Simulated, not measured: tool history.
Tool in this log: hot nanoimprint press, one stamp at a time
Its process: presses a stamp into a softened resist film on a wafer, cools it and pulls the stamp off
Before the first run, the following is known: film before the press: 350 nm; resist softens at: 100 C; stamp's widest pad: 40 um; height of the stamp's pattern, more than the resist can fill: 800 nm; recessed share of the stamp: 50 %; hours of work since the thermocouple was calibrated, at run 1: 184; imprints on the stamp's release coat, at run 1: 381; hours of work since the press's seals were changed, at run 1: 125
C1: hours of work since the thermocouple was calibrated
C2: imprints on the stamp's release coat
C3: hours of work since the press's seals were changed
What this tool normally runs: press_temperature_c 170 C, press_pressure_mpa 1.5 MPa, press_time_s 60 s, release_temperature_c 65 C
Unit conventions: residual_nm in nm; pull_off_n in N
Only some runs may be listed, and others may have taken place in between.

run 1 day=0 | press_temperature_c=170 press_pressure_mpa=1.5 press_time_s=60 release_temperature_c=65 | C1=184 C2=381 C3=125 | residual_nm=188.8 pull_off_n=100
run 2 day=0.467 | press_temperature_c=170 press_pressure_mpa=1.5 press_time_s=60 release_temperature_c=65 | C1=191 C2=429 C3=131 | residual_nm=189 pull_off_n=101
run 3 day=0.962 | press_temperature_c=170 press_pressure_mpa=1.05 press_time_s=60 release_temperature_c=65 | C1=198 C2=480 C3=138 | residual_nm=224.5 pull_off_n=100
run 4 day=1.25 | press_temperature_c=170 press_pressure_mpa=1.05 press_time_s=60 release_temperature_c=65 | C1=202 C2=510 C3=142 | residual_nm=225.4 pull_off_n=100
run 5 day=1.538 | press_temperature_c=170 press_pressure_mpa=1.05 press_time_s=60 release_temperature_c=65 | C1=206 C2=539 C3=146 | residual_nm=224.2 pull_off_n=106
run 6 day=1.912 | press_temperature_c=170 press_pressure_mpa=1.5 press_time_s=60 release_temperature_c=73 | C1=211 C2=577 C3=152 | residual_nm=188.2 pull_off_n=94
run 7 day=2.192 | press_temperature_c=170 press_pressure_mpa=1.5 press_time_s=60 release_temperature_c=65 | C1=215 C2=606 C3=155 | residual_nm=188.1 pull_off_n=109
run 8 day=2.65 | press_temperature_c=170 press_pressure_mpa=1.5 press_time_s=60 release_temperature_c=65 | C1=221 C2=653 C3=162 | residual_nm=187.9 pull_off_n=112
run 9 day=3.05 | press_temperature_c=170 press_pressure_mpa=1.5 press_time_s=43 release_temperature_c=65 | C1=227 C2=694 C3=168 | residual_nm=206.3 pull_off_n=106
run 10 day=3.354 | press_temperature_c=170 press_pressure_mpa=1.5 press_time_s=43 release_temperature_c=65 | C1=231 C2=725 C3=172 | residual_nm=207 pull_off_n=112
run 11 day=3.812 | press_temperature_c=170 press_pressure_mpa=1.5 press_time_s=43 release_temperature_c=65 | C1=238 C2=772 C3=178 | residual_nm=205.6 pull_off_n=106
-- day=3.971 plate thermocouple calibrated
run 12 day=4.438 | press_temperature_c=170 press_pressure_mpa=1.5 press_time_s=43 release_temperature_c=65 | C1=7 C2=824 C3=185 | residual_nm=203.6 pull_off_n=112
run 13 day=4.65 | press_temperature_c=173 press_pressure_mpa=1.5 press_time_s=60 release_temperature_c=65 | C1=10 C2=845 C3=188 | residual_nm=168 pull_off_n=106
run 14 day=4.875 | press_temperature_c=165 press_pressure_mpa=1.34 press_time_s=60 release_temperature_c=65 | C1=13 C2=869 C3=191 | residual_nm=229.6 pull_off_n=110
run 15 day=5.392 | press_temperature_c=165 press_pressure_mpa=1.34 press_time_s=60 release_temperature_c=65 | C1=20 C2=922 C3=199 | residual_nm=229.3 pull_off_n=108
-- day=5.667 plate thermocouple calibrated, once more
run 16 day=5.796 | press_temperature_c=165 press_pressure_mpa=1.34 press_time_s=60 release_temperature_c=65 | C1=2 C2=950 C3=203 | residual_nm=241.3 pull_off_n=107
run 17 day=6.271 | press_temperature_c=172 press_pressure_mpa=1.07 press_time_s=94 release_temperature_c=65 | C1=8 C2=999 C3=209 | residual_nm=190.7 pull_off_n=117
run 18 day=6.725 | press_temperature_c=167 press_pressure_mpa=1.5 press_time_s=73 release_temperature_c=63 | C1=15 C2=1046 C3=216 | residual_nm=203.8 pull_off_n=121
run 19 day=7.125 | press_temperature_c=171 press_pressure_mpa=1.5 press_time_s=107 release_temperature_c=71 | C1=20 C2=1087 C3=221 | residual_nm=158 pull_off_n=107
run 20 day=7.35 | press_temperature_c=178 press_pressure_mpa=1.28 press_time_s=98 release_temperature_c=65 | C1=24 C2=1110 C3=224 | residual_nm=139 pull_off_n=120
run 21 day=7.688 | press_temperature_c=170 press_pressure_mpa=1.27 press_time_s=117 release_temperature_c=65 | C1=28 C2=1145 C3=229 | residual_nm=173.4 pull_off_n=122

What if the next run were any one of these 4? Each begins from the tool's condition after run 21:
run A day=8.038 | press_temperature_c=170 press_pressure_mpa=1.18 press_time_s=117 release_temperature_c=65 | C1=33 C2=1180 C3=234 | residual_nm=? pull_off_n=?
run B day=8.038 | press_temperature_c=179 press_pressure_mpa=1.5 press_time_s=91 release_temperature_c=54 | C1=33 C2=1180 C3=234 | residual_nm=? pull_off_n=?
run C day=8.038 | press_temperature_c=170 press_pressure_mpa=0.97 press_time_s=111 release_temperature_c=65 | C1=33 C2=1180 C3=234 | residual_nm=? pull_off_n=?
run D day=8.038 | press_temperature_c=180 press_pressure_mpa=1.5 press_time_s=78 release_temperature_c=65 | C1=33 C2=1180 C3=234 | residual_nm=? pull_off_n=?

run=A residual_nm=179.9 pull_off_n=125
run=B residual_nm=124.6 pull_off_n=143
run=C residual_nm=203.1 pull_off_n=119
run=D residual_nm=126.7 pull_off_n=120
Had the tool no hidden state, the same runs would have come out as:
run=A residual_nm=179.6 pull_off_n=99
run=B residual_nm=124.1 pull_off_n=112
run=C residual_nm=203 pull_off_n=94
run=D residual_nm=126.1 pull_off_n=95

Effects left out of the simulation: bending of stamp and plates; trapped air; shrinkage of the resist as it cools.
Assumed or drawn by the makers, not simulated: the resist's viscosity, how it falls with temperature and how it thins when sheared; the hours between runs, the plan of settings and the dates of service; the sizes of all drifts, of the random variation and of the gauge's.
